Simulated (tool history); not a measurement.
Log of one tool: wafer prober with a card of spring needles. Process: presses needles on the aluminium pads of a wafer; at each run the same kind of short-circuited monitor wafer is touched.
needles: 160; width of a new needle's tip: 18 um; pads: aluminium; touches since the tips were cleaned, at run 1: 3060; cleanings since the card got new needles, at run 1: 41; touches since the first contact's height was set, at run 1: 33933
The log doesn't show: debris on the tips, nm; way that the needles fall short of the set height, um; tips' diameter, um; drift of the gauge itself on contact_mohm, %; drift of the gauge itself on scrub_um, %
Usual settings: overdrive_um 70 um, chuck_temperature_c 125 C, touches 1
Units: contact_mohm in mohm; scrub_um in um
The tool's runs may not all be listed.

run	day	overdrive_um	chuck_temperature_c	touches	touches since the tips were cleaned	cleanings since the card got new needles	touches since the first contact's height was set	contact_mohm	scrub_um
1	0	70	125	1	3060	41	33933	298	16.43
# day 0.146: tips cleaned on abrasive film
# day 0.562: tips cleaned on abrasive film
# day 0.967: tips cleaned on abrasive film
2	1.221	70	125	1	3882	44	52204	300	16.34
# day 1.358: tips cleaned on abrasive film
# day 1.762: tips cleaned on abrasive film
# day 2.175: tips cleaned on abrasive film
# day 2.533: tips cleaned on abrasive film
# day 2.546: height of the first contact set anew
3	2.546	70	37	1	0	48	0	274	16.33
# day 2.942: tips cleaned on abrasive film
4	3.154	70	37	1	3228	49	9134	271	16.33
# day 3.329: tips cleaned on abrasive film
# day 3.758: tips cleaned on abrasive film
5	3.929	70	125	3	2574	51	20712	296	16.29
# day 4.192: tips cleaned on abrasive film
# day 4.575: tips cleaned on abrasive film
6	4.729	70	125	3	2312	53	32638	293	16.27
# day 4.983: tips cleaned on abrasive film
# day 5.346: tips cleaned on abrasive film
7	5.471	70	125	3	1854	55	43701	294	16.28
# day 5.704: tips cleaned on abrasive film
# day 6.096: tips cleaned on abrasive film
# day 6.508: tips cleaned on abrasive film
8	6.646	70	93	3	2109	58	61316	285	16.22
# day 6.908: tips cleaned on abrasive film
# day 7.329: tips cleaned on abrasive film
# day 7.429: height of the first contact set anew
9	7.579	70	37	1	3573	60	2287	271	16.24
# day 7.738: tips cleaned on abrasive film
# day 8.15: tips cleaned on abrasive film
10	8.204	70	37	1	796	62	11604	268	16.21
# day 8.538: tips cleaned on abrasive film
11	8.833	70	58	1	4435	63	21043	275	16.16
# day 8.9: tips cleaned on abrasive film
# day 9.283: tips cleaned on abrasive film
# day 9.692: tips cleaned on abrasive film
# day 10.071: tips cleaned on abrasive film
12	10.171	52	52	1	1462	67	40973	279	11.99
# day 10.425: tips cleaned on abrasive film
# day 10.838: tips cleaned on abrasive film
# day 11.221: tips cleaned on abrasive film
13	11.429	65	31	3	3149	70	59816	272	14.96
# day 11.646: tips cleaned on abrasive film
# day 12.054: tips cleaned on abrasive film
14	12.096	65	31	3	635	72	69781	268	14.95
# day 12.279: height of the first contact set anew
# day 12.45: tips cleaned on abrasive film
# day 12.875: tips cleaned on abrasive film
15	13.175	86	80	1	4525	74	13368	278	19.69
# day 13.262: tips cleaned on abrasive film
# day 13.692: tips cleaned on abrasive film
# day 14.079: tips cleaned on abrasive film
16	14.296	69	125	1	3284	77	30142	299	15.82
# day 14.454: tips cleaned on abrasive film
# day 14.842: tips cleaned on abrasive film
# day 15.221: tips cleaned on abrasive film
17	15.417	69	125	1	2940	80	46855	296	15.78
# day 15.571: tips cleaned on abrasive film
# day 15.979: tips cleaned on abrasive film
# day 16.375: tips cleaned on abrasive film
# day 16.775: tips cleaned on abrasive film
18	16.775	72	81	3	0	84	67135	281	16.47
# day 17.108: height of the first contact set anew
# day 17.196: tips cleaned on abrasive film
# day 17.612: tips cleaned on abrasive film
19	17.671	72	80	2	863	86	8346	285	16.39
# day 17.971: tips cleaned on abrasive film
# day 18.204: gauge calibrated
# day 18.375: tips cleaned on abrasive film
20	18.692	72	80	2	4738	88	23645	281	16.87
# day 18.779: tips cleaned on abrasive film
# day 19.15: tips cleaned on abrasive film
# day 19.5: tips cleaned on abrasive film
21	19.5	72	80	2	0	91	35699	285	16.86
# day 19.892: tips cleaned on abrasive film
# day 20.292: tips cleaned on abrasive film
22	20.292	52	98	1	0	93	47515	297	12.13

Forecast each of these 4 alternatives for the next run:
# day 20.708: tips cleaned on abrasive film
# day 21.129: tips cleaned on abrasive film
A	21.438	70	125	1	4671	95	64720	?	?
# day 20.708: tips cleaned on abrasive film
# day 21.129: tips cleaned on abrasive film
B	21.438	65	125	2	4671	95	64720	?	?
# day 20.708: tips cleaned on abrasive film
# day 21.129: tips cleaned on abrasive film
C	21.438	50	98	2	4671	95	64720	?	?
# day 20.708: tips cleaned on abrasive film
# day 21.129: tips cleaned on abrasive film
D	21.438	53	125	1	4671	95	64720	?	?

run	contact_mohm	scrub_um
A	295	16.3
B	300	15.2
C	299	11.66
D	304	12.34
Without the tool's hidden state the same runs would have given:
run	contact_mohm	scrub_um
A	294	16.38
B	299	15.27
C	298	11.71
D	303	12.4
